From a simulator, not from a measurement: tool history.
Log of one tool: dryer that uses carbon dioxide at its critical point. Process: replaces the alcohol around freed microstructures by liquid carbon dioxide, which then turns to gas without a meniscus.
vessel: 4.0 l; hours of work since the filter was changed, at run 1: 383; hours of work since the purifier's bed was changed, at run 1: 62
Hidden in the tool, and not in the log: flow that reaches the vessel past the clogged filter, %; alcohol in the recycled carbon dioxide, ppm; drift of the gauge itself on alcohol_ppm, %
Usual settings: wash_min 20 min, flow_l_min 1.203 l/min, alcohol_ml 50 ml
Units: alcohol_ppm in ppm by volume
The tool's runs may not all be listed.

run	day	wash_min	flow_l_min	alcohol_ml	hours of work since the filter was changed	hours of work since the purifier's bed was changed	alcohol_ppm
1	0.000	20	1.203	50	383	62	168
2	0.221	20	1.203	50	386	65	162
3	0.504	20	1.203	39	390	69	141
4	0.992	20	1.203	39	397	76	138
5	1.462	20	1.203	39	404	83	136
6	1.792	20	1.203	39	409	88	141
7	2.008	20	1.203	39	412	91	148
8	2.242	20	1.203	50	416	94	180
9	2.483	20	1.203	50	419	98	173
10	2.842	20	1.203	50	424	103	183
11	3.300	20	1.203	50	431	109	194
12	3.617	20	1.203	50	436	114	193
13	4.096	20	1.203	50	443	121	189
14	4.471	20	1.203	50	448	126	199
15	4.692	29	1.203	50	451	130	49
16	4.925	29	1.203	50	455	133	59
17	5.275	29	1.203	50	460	138	56
18	5.654	29	1.203	50	465	144	56
19	6.071	29	1.203	50	471	150	51
20	6.496	20	1.203	21	477	156	108
21	6.892	20	1.203	50	483	161	206
22	7.367	20	1.203	50	490	168	201
23	7.579	15	1.203	50	493	171	542
24	7.908	30	0.840	31	498	176	124
25	8.217	30	0.840	31	502	181	124
26	8.550	30	0.840	31	507	185	121
27	8.812	30	0.840	31	511	189	114
28	9.188	30	0.840	31	516	195	132
29	9.654	30	0.840	31	523	201	128
30	10.100	26	2.000	103	530	208	36
31	10.562	26	2.000	103	536	215	48
32	10.871	20	1.203	26	541	219	143
# day 11.117: inlet filter changed
33	11.162	20	1.240	73	1	223	139
34	11.612	19	1.300	31	7	229	89
35	11.817	19	1.300	31	10	232	86
36	12.271	26	1.720	32	17	239	47
37	12.517	24	1.720	28	20	242	59
38	12.954	24	1.720	28	27	249	51
39	13.275	12	2.000	38	31	253	117
40	13.558	12	2.000	38	35	257	115
41	13.900	25	0.740	38	40	262	240
42	14.100	28	1.690	34	43	265	55
43	14.583	12	1.203	20	50	272	301

Hidden state or all else? Some run-to-run changes of alcohol_ppm, split into what the settings, what came in and random variation would give without the hidden state, and what is left for the hidden state (with any gauge scatter that isn't in both results):
Run 14 -> 15: wash_min 20 -> 29. alcohol_ppm -150 ppm by volume: hidden state -74, all else -76.
Run 22 -> 23: wash_min 20 -> 15. alcohol_ppm +341 ppm by volume: hidden state +141, all else +200.
Run 23 -> 24: wash_min 15 -> 30, flow_l_min 1.203 -> 0.840, alcohol_ml 50 -> 31. alcohol_ppm -418 ppm by volume: hidden state -185, all else -233.
Run 42 -> 43: wash_min 28 -> 12, flow_l_min 1.690 -> 1.203, alcohol_ml 34 -> 20. alcohol_ppm +246 ppm by volume: hidden state +13, all else +233.

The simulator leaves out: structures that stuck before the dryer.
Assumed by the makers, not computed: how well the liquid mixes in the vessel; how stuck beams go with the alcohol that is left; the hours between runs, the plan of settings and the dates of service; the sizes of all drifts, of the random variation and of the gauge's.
